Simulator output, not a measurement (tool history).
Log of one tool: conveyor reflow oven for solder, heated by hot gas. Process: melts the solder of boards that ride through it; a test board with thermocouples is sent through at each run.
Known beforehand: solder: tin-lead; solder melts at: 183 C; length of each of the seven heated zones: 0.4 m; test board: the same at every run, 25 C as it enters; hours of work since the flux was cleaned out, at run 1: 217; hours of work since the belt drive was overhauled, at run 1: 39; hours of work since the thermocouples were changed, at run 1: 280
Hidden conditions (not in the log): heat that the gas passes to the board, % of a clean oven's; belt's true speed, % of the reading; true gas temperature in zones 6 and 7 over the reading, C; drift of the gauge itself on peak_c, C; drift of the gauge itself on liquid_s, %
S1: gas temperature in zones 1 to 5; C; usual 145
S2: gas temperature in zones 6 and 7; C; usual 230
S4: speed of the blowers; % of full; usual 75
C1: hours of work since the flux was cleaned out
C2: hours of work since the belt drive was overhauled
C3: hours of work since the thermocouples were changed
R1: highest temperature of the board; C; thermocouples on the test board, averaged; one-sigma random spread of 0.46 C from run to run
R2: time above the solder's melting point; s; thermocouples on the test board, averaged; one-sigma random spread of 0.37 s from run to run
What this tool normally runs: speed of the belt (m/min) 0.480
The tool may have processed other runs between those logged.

Run 1, day 0.000: usual settings; C1 217; C2 39; C3 280. Result: R1 216.2 C, R2 77.7 s.
Run 2, day 0.833: usual settings; C1 226; C2 49; C3 290. Result: R1 215.3 C, R2 78.4 s.
Run 3, day 1.517: usual settings; C1 234; C2 56; C3 297. Result: R1 215.2 C, R2 77.8 s.
Run 4, day 2.304: usual settings; C1 242; C2 65; C3 306. Result: R1 215.6 C, R2 78.4 s.
Run 5, day 2.679: usual settings but S1 157 C; C1 247; C2 69; C3 310. Result: R1 218.1 C, R2 86.7 s.
Run 6, day 3.504: usual settings but S1 157 C; C1 256; C2 79; C3 319. Result: R1 218.2 C, R2 87.2 s.
Run 7, day 4.292: usual settings but S2 235 C; C1 265; C2 88; C3 328. Result: R1 220.8 C, R2 82.2 s.
Run 8, day 5.046: usual settings but S2 235 C; C1 273; C2 96; C3 337. Result: R1 219.9 C, R2 82.4 s.
Run 9, day 5.392: usual settings but S2 235 C, S4 55 % of full; C1 277; C2 100; C3 341. Result: R1 215.9 C, R2 76.6 s.
Run 10, day 5.858: usual settings but S2 235 C, S4 55 % of full; C1 282; C2 105; C3 346. Result: R1 215.4 C, R2 76.0 s.
Run 11, day 6.238: usual settings but S2 235 C, S4 55 % of full; C1 287; C2 109; C3 350. Result: R1 215.4 C, R2 76.1 s.
Run 12, day 6.754: usual settings but S2 235 C, S4 55 % of full; C1 292; C2 115; C3 356. Result: R1 215.9 C, R2 76.2 s.
Run 13, day 7.400: usual settings but S4 55 % of full; C1 300; C2 122; C3 363. Result: R1 210.8 C, R2 71.1 s.
Run 14, day 8.042: usual settings but S2 236 C, speed of the belt (m/min) 0.419, S4 58 % of full; C1 307; C2 130; C3 370. Result: R1 221.9 C, R2 94.8 s.
Run 15, day 8.550: usual settings but S1 140 C, S2 236 C, speed of the belt (m/min) 0.458, S4 58 % of full; C1 312; C2 135; C3 376. Result: R1 217.5 C, R2 79.4 s.
Run 16, day 9.192: usual settings but S1 140 C, S2 236 C, speed of the belt (m/min) 0.458, S4 58 % of full; C1 320; C2 143; C3 383. Result: R1 217.4 C, R2 80.4 s.
Run 17, day 9.621: usual settings but S1 138 C; C1 324; C2 147; C3 388. Result: R1 214.5 C, R2 73.0 s.
Run 18, day 10.429: usual settings but S1 138 C, S2 233 C, speed of the belt (m/min) 0.490; C1 334; C2 156; C3 397. Result: R1 215.8 C, R2 73.9 s.
Run 19, day 10.850: usual settings but S4 53 % of full; C1 338; C2 161; C3 402. Result: R1 210.3 C, R2 70.0 s.
Run 20, day 11.538: usual settings but speed of the belt (m/min) 0.488, S4 53 % of full; C1 346; C2 169; C3 410. Result: R1 210.0 C, R2 67.3 s.

Run 21 has not been measured yet. What should we expect?
Run 21, day 12.021: usual settings but speed of the belt (m/min) 0.488, S4 53 % of full; C1 351; C2 174; C3 415. Result: R1 ?, R2 ?.

{"run 21": {"R1": 209.5, "R2": 67.7}}
Had the tool carried no hidden state, the very same run would have given R1 212.3 C, R2 71.1 s.
